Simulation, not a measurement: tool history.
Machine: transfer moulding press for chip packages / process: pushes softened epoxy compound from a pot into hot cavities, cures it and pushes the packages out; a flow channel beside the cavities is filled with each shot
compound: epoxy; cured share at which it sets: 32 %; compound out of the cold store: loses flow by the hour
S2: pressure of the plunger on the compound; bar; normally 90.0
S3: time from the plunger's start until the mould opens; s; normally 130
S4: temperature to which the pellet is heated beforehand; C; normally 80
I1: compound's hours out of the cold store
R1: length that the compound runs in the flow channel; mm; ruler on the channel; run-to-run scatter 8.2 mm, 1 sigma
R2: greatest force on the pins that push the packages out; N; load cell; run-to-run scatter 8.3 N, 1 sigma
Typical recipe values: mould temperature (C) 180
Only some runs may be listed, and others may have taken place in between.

run 1 day=0.000 | mould_temperature_(C)=180 S2=90.0 S3=130 S4=80 | I1=29.6 | R1=948 R2=354
-- day=1.796 cavities cleaned with cleaning compound and waxed
run 2 day=1.962 | mould_temperature_(C)=180 S2=90.0 S3=130 S4=80 | I1=42.8 | R1=907 R2=364
run 3 day=3.517 | mould_temperature_(C)=180 S2=90.0 S3=130 S4=80 | I1=8.8 | R1=1098 R2=378
run 4 day=5.567 | mould_temperature_(C)=180 S2=90.0 S3=130 S4=80 | I1=13.5 | R1=1050 R2=377
-- day=5.879 cavities cleaned with cleaning compound and waxed
run 5 day=7.904 | mould_temperature_(C)=180 S2=90.0 S3=130 S4=80 | I1=12.1 | R1=1051 R2=374
-- day=8.450 plunger's sealing rings changed
run 6 day=9.629 | mould_temperature_(C)=180 S2=90.0 S3=158 S4=80 | I1=46.8 | R1=865 R2=332
-- day=10.158 cavities cleaned with cleaning compound and waxed
run 7 day=12.738 | mould_temperature_(C)=180 S2=90.0 S3=159 S4=80 | I1=10.1 | R1=1060 R2=324
-- day=14.342 cavities cleaned with cleaning compound and waxed
run 8 day=15.675 | mould_temperature_(C)=180 S2=90.0 S3=159 S4=80 | I1=47.1 | R1=875 R2=338
-- day=17.867 mould's thermocouples calibrated
run 9 day=18.092 | mould_temperature_(C)=180 S2=90.0 S3=159 S4=80 | I1=10.3 | R1=1067 R2=327
-- day=18.329 cavities cleaned with cleaning compound and waxed
-- day=21.112 plunger's sealing rings changed
run 10 day=21.367 | mould_temperature_(C)=180 S2=90.0 S3=159 S4=80 | I1=23.4 | R1=1004 R2=326
-- day=22.429 cavities cleaned with cleaning compound and waxed
run 11 day=24.708 | mould_temperature_(C)=180 S2=90.0 S3=159 S4=80 | I1=16.8 | R1=1037 R2=336
-- day=26.350 cavities cleaned with cleaning compound and waxed
run 12 day=27.608 | mould_temperature_(C)=180 S2=90.0 S3=159 S4=80 | I1=8.4 | R1=1090 R2=315
run 13 day=29.975 | mould_temperature_(C)=188 S2=90.0 S3=130 S4=80 | I1=27.1 | R1=921 R2=320
-- day=30.292 cavities cleaned with cleaning compound and waxed
run 14 day=33.050 | mould_temperature_(C)=188 S2=90.0 S3=130 S4=80 | I1=40.6 | R1=869 R2=318
-- day=33.612 plunger's sealing rings changed
-- day=34.346 cavities cleaned with cleaning compound and waxed
run 15 day=36.075 | mould_temperature_(C)=174 S2=90.0 S3=115 S4=80 | I1=20.1 | R1=1063 R2=656
-- day=38.271 cavities cleaned with cleaning compound and waxed
run 16 day=38.462 | mould_temperature_(C)=174 S2=90.0 S3=115 S4=80 | I1=35.0 | R1=963 R2=620
-- day=39.021 mould's thermocouples calibrated
run 17 day=40.725 | mould_temperature_(C)=177 S2=80.6 S3=130 S4=80 | I1=24.6 | R1=959 R2=427
run 18 day=42.079 | mould_temperature_(C)=180 S2=77.2 S3=130 S4=80 | I1=24.4 | R1=908 R2=359
-- day=42.329 cavities cleaned with cleaning compound and waxed
run 19 day=44.771 | mould_temperature_(C)=180 S2=81.1 S3=130 S4=80 | I1=42.7 | R1=850 R2=355
-- day=46.192 plunger's sealing rings changed
-- day=46.517 cavities cleaned with cleaning compound and waxed
run 20 day=46.729 | mould_temperature_(C)=180 S2=90.0 S3=111 S4=82 | I1=46.0 | R1=893 R2=415
run 21 day=49.117 | mould_temperature_(C)=180 S2=90.0 S3=111 S4=84 | I1=22.9 | R1=1005 R2=453
-- day=50.483 cavities cleaned with cleaning compound and waxed
run 22 day=51.533 | mould_temperature_(C)=180 S2=90.0 S3=111 S4=84 | I1=14.2 | R1=1040 R2=452

Branching from run 22: 5 alternative next runs. What would each branch give?
run A day=53.154 | mould_temperature_(C)=180 S2=90.0 S3=111 S4=83 | I1=42.9 | R1=? R2=?
run B day=53.154 | mould_temperature_(C)=187 S2=90.0 S3=111 S4=84 | I1=40.1 | R1=? R2=?
run C day=53.154 | mould_temperature_(C)=180 S2=90.0 S3=145 S4=80 | I1=20.5 | R1=? R2=?
run D day=53.154 | mould_temperature_(C)=183 S2=90.0 S3=144 S4=85 | I1=44.8 | R1=? R2=?
run E day=53.154 | mould_temperature_(C)=180 S2=82.5 S3=111 S4=84 | I1=15.3 | R1=? R2=?

run=A R1=885 R2=414
run=B R1=864 R2=341
run=C R1=1019 R2=342
run=D R1=862 R2=335
run=E R1=1006 R2=468
Had the tool no hidden state, the same runs would have come out as:
run=A R1=885 R2=407
run=B R1=865 R2=335
run=C R1=1019 R2=336
run=D R1=862 R2=329
run=E R1=1007 R2=460
